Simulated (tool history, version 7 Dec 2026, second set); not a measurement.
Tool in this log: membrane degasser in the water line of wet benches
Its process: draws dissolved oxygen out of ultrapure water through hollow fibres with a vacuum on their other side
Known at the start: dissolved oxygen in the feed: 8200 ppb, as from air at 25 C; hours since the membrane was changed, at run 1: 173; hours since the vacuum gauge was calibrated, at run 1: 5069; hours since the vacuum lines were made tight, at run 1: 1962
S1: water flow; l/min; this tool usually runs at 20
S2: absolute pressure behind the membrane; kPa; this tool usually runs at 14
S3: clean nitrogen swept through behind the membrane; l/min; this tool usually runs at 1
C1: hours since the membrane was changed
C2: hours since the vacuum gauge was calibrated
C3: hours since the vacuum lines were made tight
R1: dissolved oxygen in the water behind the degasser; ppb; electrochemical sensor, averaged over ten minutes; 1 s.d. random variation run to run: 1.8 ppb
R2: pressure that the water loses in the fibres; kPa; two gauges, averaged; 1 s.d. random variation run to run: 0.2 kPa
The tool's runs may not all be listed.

Run 1, day 0: usual settings; C1 173; C2 5069; C3 1962. Result: R1 471 ppb, R2 43.35 kPa.
Run 2, day 2.808: usual settings; C1 240; C2 5136; C3 2030. Result: R1 470.9 ppb, R2 43.44 kPa.
Run 3, day 6.654: usual settings; C1 333; C2 5229; C3 2122. Result: R1 470.2 ppb, R2 43.73 kPa.
Run 4, day 9.188: usual settings; C1 394; C2 5289; C3 2183. Result: R1 474.2 ppb, R2 43.44 kPa.
Run 5, day 11.633: usual settings but S3 2.15 l/min; C1 452; C2 5348; C3 2242. Result: R1 244.7 ppb, R2 43.45 kPa.
Run 6, day 13.783: usual settings but S3 0.57 l/min; C1 504; C2 5400; C3 2293. Result: R1 731 ppb, R2 43.5 kPa.
Run 7, day 17.95: usual settings but S1 14 l/min; C1 604; C2 5500; C3 2393. Result: R1 339 ppb, R2 30.75 kPa.
Run 8, day 20.533: usual settings but S1 27 l/min; C1 666; C2 5562; C3 2455. Result: R1 625.5 ppb, R2 58.9 kPa.
Run 9, day 23.017: usual settings but S1 27 l/min; C1 725; C2 5621; C3 2515. Result: R1 625.7 ppb, R2 58.86 kPa.
Run 10, day 25.088: usual settings but S1 27 l/min; C1 775; C2 5671; C3 2564. Result: R1 627.2 ppb, R2 58.54 kPa.
Run 11, day 29: usual settings but S2 30.6 kPa; C1 869; C2 5765; C3 2658. Result: R1 1084.7 ppb, R2 43.42 kPa.
Run 12, day 32.783: usual settings but S2 17.7 kPa; C1 960; C2 5856; C3 2749. Result: R1 613.7 ppb, R2 43.54 kPa.
Run 13, day 35.779: usual settings but S2 17.7 kPa; C1 1032; C2 5927; C3 2821. Result: R1 610.8 ppb, R2 43.42 kPa.
Run 14, day 37.733: usual settings; C1 1079; C2 5974; C3 2868. Result: R1 465.9 ppb, R2 43.35 kPa.
Run 15, day 39.471: usual settings; C1 1120; C2 6016; C3 2910. Result: R1 471.8 ppb, R2 43.67 kPa.
At day 40.154: vacuum gauge calibrated.
Run 16, day 41.888: usual settings; C1 1178; C2 42; C3 2967. Result: R1 467.4 ppb, R2 43.45 kPa.
Run 17, day 43.975: usual settings; C1 1228; C2 92; C3 3017. Result: R1 465.4 ppb, R2 43.91 kPa.
Run 18, day 47.392: usual settings but S2 32.1 kPa; C1 1310; C2 174; C3 3099. Result: R1 1125.3 ppb, R2 43.74 kPa.
Run 19, day 49.379: usual settings but S2 19.5 kPa, S3 0.52 l/min; C1 1358; C2 221; C3 3147. Result: R1 1116.4 ppb, R2 43.42 kPa.
Run 20, day 52.242: usual settings but S2 28.1 kPa, S3 2.3 l/min; C1 1426; C2 290; C3 3216. Result: R1 492.9 ppb, R2 44.28 kPa.

What will run 21 give?
Run 21, day 55.275: usual settings but S2 20.4 kPa, S3 0.79 l/min; C1 1499; C2 363; C3 3288. Result: R1 ?, R2 ?.

{"run 21": {"R1": 855.7, "R2": 43.73}}
Take away the tool's hidden state, keep the run-to-run variation as it was, and the same run would have given R1 868.9 ppb, R2 43.72 kPa.

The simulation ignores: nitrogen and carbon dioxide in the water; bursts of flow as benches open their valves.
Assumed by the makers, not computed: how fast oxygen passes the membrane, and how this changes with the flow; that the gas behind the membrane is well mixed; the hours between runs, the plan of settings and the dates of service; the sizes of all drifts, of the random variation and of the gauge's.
